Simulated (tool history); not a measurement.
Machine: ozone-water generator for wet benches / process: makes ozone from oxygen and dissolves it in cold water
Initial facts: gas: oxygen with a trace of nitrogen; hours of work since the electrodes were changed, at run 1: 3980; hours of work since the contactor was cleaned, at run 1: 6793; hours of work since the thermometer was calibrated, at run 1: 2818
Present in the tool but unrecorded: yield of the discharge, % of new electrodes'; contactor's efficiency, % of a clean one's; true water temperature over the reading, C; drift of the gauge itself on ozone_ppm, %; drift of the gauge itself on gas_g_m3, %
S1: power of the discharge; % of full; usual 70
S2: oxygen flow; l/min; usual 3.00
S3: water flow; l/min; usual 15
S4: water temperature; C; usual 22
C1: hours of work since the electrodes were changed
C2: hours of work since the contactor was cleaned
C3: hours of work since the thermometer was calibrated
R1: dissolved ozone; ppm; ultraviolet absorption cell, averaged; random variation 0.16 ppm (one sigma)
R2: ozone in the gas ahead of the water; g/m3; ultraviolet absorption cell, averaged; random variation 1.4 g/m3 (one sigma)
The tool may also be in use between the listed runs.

{"run": 1, "hour": 0.0, "S1": 70, "S2": 3.0, "S3": 15, "S4": 22, "C1": 3980, "C2": 6793, "C3": 2818, "R1": 15.7, "R2": 228.5}
{"run": 2, "hour": 153.9, "S1": 70, "S2": 3.0, "S3": 15, "S4": 19, "C1": 4113, "C2": 6926, "C3": 2951, "R1": 16.2, "R2": 227.0}
{"run": 3, "hour": 322.2, "S1": 70, "S2": 3.0, "S3": 15, "S4": 18, "C1": 4258, "C2": 7072, "C3": 3097, "R1": 16.2, "R2": 225.4}
{"run": 4, "hour": 475.5, "S1": 70, "S2": 3.0, "S3": 15, "S4": 22, "C1": 4391, "C2": 7204, "C3": 3229, "R1": 15.5, "R2": 227.4}
{"run": 5, "hour": 611.4, "S1": 70, "S2": 3.0, "S3": 15, "S4": 22, "C1": 4508, "C2": 7322, "C3": 3347, "R1": 15.5, "R2": 224.8}
{"hour": 726.6, "done": "contactor cleaned"}
{"run": 6, "hour": 787.6, "S1": 70, "S2": 3.0, "S3": 12, "S4": 22, "C1": 4657, "C2": 53, "C3": 3495, "R1": 20.4, "R2": 221.7}
{"run": 7, "hour": 915.6, "S1": 70, "S2": 3.0, "S3": 15, "S4": 22, "C1": 4768, "C2": 163, "C3": 3606, "R1": 17.6, "R2": 223.8}
{"hour": 1050.3, "done": "water thermometer calibrated"}
{"run": 8, "hour": 1094.2, "S1": 70, "S2": 3.0, "S3": 15, "S4": 22, "C1": 4921, "C2": 317, "C3": 38, "R1": 17.4, "R2": 220.3}
{"run": 9, "hour": 1218.8, "S1": 70, "S2": 3.0, "S3": 15, "S4": 22, "C1": 5029, "C2": 425, "C3": 146, "R1": 17.0, "R2": 220.2}
{"run": 10, "hour": 1392.6, "S1": 70, "S2": 3.0, "S3": 15, "S4": 22, "C1": 5179, "C2": 575, "C3": 296, "R1": 16.7, "R2": 221.0}
{"run": 11, "hour": 1542.8, "S1": 70, "S2": 1.57, "S3": 15, "S4": 22, "C1": 5309, "C2": 705, "C3": 426, "R1": 14.6, "R2": 283.1}
{"run": 12, "hour": 1703.1, "S1": 70, "S2": 3.0, "S3": 15, "S4": 22, "C1": 5448, "C2": 844, "C3": 564, "R1": 16.6, "R2": 215.3}
{"run": 13, "hour": 1808.7, "S1": 70, "S2": 3.0, "S3": 15, "S4": 22, "C1": 5539, "C2": 935, "C3": 655, "R1": 16.7, "R2": 215.8}
{"run": 14, "hour": 1966.0, "S1": 70, "S2": 3.0, "S3": 15, "S4": 22, "C1": 5675, "C2": 1071, "C3": 791, "R1": 16.5, "R2": 215.6}
{"run": 15, "hour": 2115.3, "S1": 70, "S2": 3.0, "S3": 15, "S4": 22, "C1": 5804, "C2": 1200, "C3": 920, "R1": 16.3, "R2": 215.0}
{"run": 16, "hour": 2218.7, "S1": 70, "S2": 3.0, "S3": 15, "S4": 22, "C1": 5893, "C2": 1289, "C3": 1010, "R1": 16.5, "R2": 211.9}
{"run": 17, "hour": 2390.5, "S1": 70, "S2": 3.63, "S3": 15, "S4": 26, "C1": 6042, "C2": 1438, "C3": 1158, "R1": 15.8, "R2": 195.6}
{"run": 18, "hour": 2554.4, "S1": 70, "S2": 3.63, "S3": 15, "S4": 26, "C1": 6184, "C2": 1579, "C3": 1300, "R1": 15.6, "R2": 193.5}
{"run": 19, "hour": 2665.3, "S1": 70, "S2": 3.63, "S3": 15, "S4": 26, "C1": 6279, "C2": 1675, "C3": 1396, "R1": 15.6, "R2": 194.3}
{"run": 20, "hour": 2804.9, "S1": 70, "S2": 3.65, "S3": 15, "S4": 26, "C1": 6400, "C2": 1796, "C3": 1516, "R1": 14.8, "R2": 192.5}
{"run": 21, "hour": 2907.3, "S1": 70, "S2": 1.66, "S3": 10, "S4": 21, "C1": 6489, "C2": 1884, "C3": 1605, "R1": 19.4, "R2": 262.8}
{"run": 22, "hour": 3036.1, "S1": 65, "S2": 3.0, "S3": 15, "S4": 22, "C1": 6600, "C2": 1996, "C3": 1716, "R1": 15.0, "R2": 198.2}
{"run": 23, "hour": 3170.0, "S1": 70, "S2": 2.31, "S3": 15, "S4": 22, "C1": 6716, "C2": 2111, "C3": 1832, "R1": 14.8, "R2": 227.5}
{"run": 24, "hour": 3249.2, "S1": 70, "S2": 3.0, "S3": 10, "S4": 22, "C1": 6784, "C2": 2180, "C3": 1900, "R1": 21.0, "R2": 205.3}
{"run": 25, "hour": 3338.2, "S1": 53, "S2": 1.56, "S3": 18, "S4": 29, "C1": 6861, "C2": 2257, "C3": 1977, "R1": 9.3, "R2": 232.6}
{"run": 26, "hour": 3512.2, "S1": 57, "S2": 2.45, "S3": 10, "S4": 18, "C1": 7011, "C2": 2407, "C3": 2128, "R1": 19.3, "R2": 197.7}
{"run": 27, "hour": 3668.1, "S1": 100, "S2": 2.45, "S3": 10, "S4": 18, "C1": 7146, "C2": 2542, "C3": 2263, "R1": 24.3, "R2": 258.4}
{"run": 28, "hour": 3782.6, "S1": 100, "S2": 2.45, "S3": 10, "S4": 18, "C1": 7245, "C2": 2641, "C3": 2362, "R1": 24.6, "R2": 253.3}
{"run": 29, "hour": 3899.6, "S1": 100, "S2": 2.45, "S3": 10, "S4": 18, "C1": 7346, "C2": 2742, "C3": 2463, "R1": 24.4, "R2": 255.6}
{"run": 30, "hour": 4048.9, "S1": 100, "S2": 2.45, "S3": 10, "S4": 18, "C1": 7475, "C2": 2871, "C3": 2592, "R1": 23.9, "R2": 252.0}
{"run": 31, "hour": 4167.7, "S1": 81, "S2": 2.55, "S3": 21, "S4": 16, "C1": 7578, "C2": 2974, "C3": 2694, "R1": 12.0, "R2": 226.4}
{"run": 32, "hour": 4275.0, "S1": 43, "S2": 2.21, "S3": 18, "S4": 16, "C1": 7671, "C2": 3067, "C3": 2787, "R1": 10.2, "R2": 176.9}

For each run, the measured value with the value that run would have given without the tool's hidden condition subtracted. The run-to-run variation is shared by both, the gauge scatter possibly not:
run=1 R1=-5.3 R2=-38.9
run=2 R1=-5.7 R2=-40.1
run=3 R1=-6.0 R2=-41.5
run=4 R1=-5.8 R2=-43.2
run=5 R1=-5.9 R2=-43.9
run=6 R1=-4.4 R2=-45.0
run=7 R1=-3.8 R2=-46.6
run=8 R1=-3.9 R2=-47.7
run=9 R1=-4.0 R2=-48.5
run=10 R1=-4.2 R2=-50.3
run=11 R1=-3.7 R2=-66.5
run=12 R1=-4.5 R2=-52.4
run=13 R1=-4.6 R2=-53.4
run=14 R1=-4.7 R2=-55.0
run=15 R1=-4.8 R2=-56.1
run=16 R1=-4.9 R2=-56.6
run=17 R1=-5.0 R2=-53.8
run=18 R1=-5.0 R2=-54.8
run=19 R1=-5.1 R2=-55.7
run=20 R1=-5.2 R2=-57.0
run=21 R1=-6.7 R2=-79.0
run=22 R1=-5.2 R2=-58.1
run=23 R1=-5.4 R2=-71.3
run=24 R1=-7.7 R2=-65.2
run=25 R1=-3.0 R2=-62.4
run=26 R1=-6.6 R2=-57.6
run=27 R1=-11.7 R2=-107.3
run=28 R1=-12.0 R2=-107.0
run=29 R1=-12.2 R2=-109.8
run=30 R1=-12.3 R2=-110.7
run=31 R1=-5.8 R2=-89.8
run=32 R1=-3.4 R2=-46.7

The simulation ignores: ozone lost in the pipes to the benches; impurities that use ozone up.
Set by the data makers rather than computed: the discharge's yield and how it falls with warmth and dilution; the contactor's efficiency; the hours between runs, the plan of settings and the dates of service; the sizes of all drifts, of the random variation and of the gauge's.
